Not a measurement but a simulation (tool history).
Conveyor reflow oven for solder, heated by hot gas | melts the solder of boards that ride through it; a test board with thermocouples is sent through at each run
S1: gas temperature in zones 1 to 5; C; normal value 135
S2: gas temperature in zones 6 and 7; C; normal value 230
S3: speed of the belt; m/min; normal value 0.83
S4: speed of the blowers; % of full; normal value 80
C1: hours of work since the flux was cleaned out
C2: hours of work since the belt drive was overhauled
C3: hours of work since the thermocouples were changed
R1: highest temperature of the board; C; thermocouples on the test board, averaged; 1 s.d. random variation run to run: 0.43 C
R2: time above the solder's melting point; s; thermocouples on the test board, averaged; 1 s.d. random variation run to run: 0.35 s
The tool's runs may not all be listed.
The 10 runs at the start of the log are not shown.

run 11 hour=209.3 | S1=138 S2=230 S3=0.83 S4=80 | C1=34 C2=295 C3=232 | R1=212.8 R2=40.1
run 12 hour=227.6 | S1=135 S2=230 S3=0.83 S4=77 | C1=44 C2=305 C3=242 | R1=211.3 R2=38.7
run 13 hour=246.2 | S1=135 S2=230 S3=0.83 S4=77 | C1=54 C2=315 C3=252 | R1=211.1 R2=38.2
run 14 hour=272.6 | S1=135 S2=230 S3=0.83 S4=77 | C1=68 C2=329 C3=266 | R1=211.3 R2=37.9
run 15 hour=292.8 | S1=135 S2=230 S3=0.83 S4=80 | C1=78 C2=340 C3=277 | R1=211.1 R2=38.4
run 16 hour=309.3 | S1=135 S2=230 S3=1 S4=66 | C1=87 C2=348 C3=285 | R1=201.5 R2=22.7
run 17 hour=321.1 | S1=131 S2=230 S3=0.769 S4=60 | C1=93 C2=355 C3=292 | R1=209.2 R2=38
run 18 hour=334.7 | S1=131 S2=230 S3=0.769 S4=60 | C1=101 C2=362 C3=299 | R1=210 R2=38
run 19 hour=351.3 | S1=121 S2=230 S3=0.886 S4=62 | C1=109 C2=371 C3=308 | R1=201 R2=24.1
run 20 hour=377.4 | S1=135 S2=240 S3=0.83 S4=80 | C1=123 C2=384 C3=321 | R1=219.8 R2=44.6
run 21 hour=396.2 | S1=135 S2=230 S3=0.83 S4=87 | C1=133 C2=394 C3=331 | R1=211.9 R2=38.8
run 22 hour=416.6 | S1=148 S2=229 S3=0.786 S4=54 | C1=144 C2=405 C3=342 | R1=209.2 R2=42.8
run 23 hour=436.5 | S1=148 S2=229 S3=0.786 S4=54 | C1=154 C2=416 C3=353 | R1=209.3 R2=42.7
-- hour=445.8 flux residue cleaned out of gas plates and filters
run 24 hour=465.3 | S1=148 S2=229 S3=0.786 S4=54 | C1=10 C2=428 C3=365 | R1=209.8 R2=43.9
run 25 hour=487.2 | S1=148 S2=229 S3=0.786 S4=54 | C1=22 C2=440 C3=377 | R1=209.7 R2=42.7
run 26 hour=505.2 | S1=135 S2=230 S3=0.713 S4=81 | C1=31 C2=449 C3=386 | R1=216.8 R2=49.7
run 27 hour=520.6 | S1=135 S2=240 S3=0.713 S4=69 | C1=40 C2=458 C3=395 | R1=222.6 R2=53.6
run 28 hour=532.2 | S1=141 S2=224 S3=0.83 S4=80 | C1=46 C2=464 C3=401 | R1=207.6 R2=36.9
run 29 hour=556.7 | S1=142 S2=220 S3=0.83 S4=80 | C1=59 C2=477 C3=414 | R1=204 R2=34.7
run 30 hour=570.1 | S1=142 S2=225 S3=0.83 S4=80 | C1=66 C2=484 C3=421 | R1=208.3 R2=38.2

Branching from run 30: 5 alternative next runs. What would each branch give?
run A hour=585.1 | S1=129 S2=230 S3=0.83 S4=80 | C1=74 C2=492 C3=429 | R1=? R2=?
run B hour=585.1 | S1=135 S2=230 S3=0.83 S4=69 | C1=74 C2=492 C3=429 | R1=? R2=?
run C hour=585.1 | S1=142 S2=236 S3=0.83 S4=80 | C1=74 C2=492 C3=429 | R1=? R2=?
run D hour=585.1 | S1=135 S2=230 S3=0.829 S4=87 | C1=74 C2=492 C3=429 | R1=? R2=?
run E hour=585.1 | S1=142 S2=225 S3=0.95 S4=80 | C1=74 C2=492 C3=429 | R1=? R2=?

run=A R1=210 R2=35.9
run=B R1=209.3 R2=36.7
run=C R1=217.4 R2=44.7
run=D R1=212.6 R2=39.2
run=E R1=203.8 R2=28.9
The same runs, with their run-to-run variation unchanged, on a tool lacking any hidden condition would have given:
run=A R1=211.1 R2=36.7
run=B R1=210.3 R2=37.4
run=C R1=218.4 R2=45.2
run=D R1=213.7 R2=39.8
run=E R1=204.9 R2=29.8

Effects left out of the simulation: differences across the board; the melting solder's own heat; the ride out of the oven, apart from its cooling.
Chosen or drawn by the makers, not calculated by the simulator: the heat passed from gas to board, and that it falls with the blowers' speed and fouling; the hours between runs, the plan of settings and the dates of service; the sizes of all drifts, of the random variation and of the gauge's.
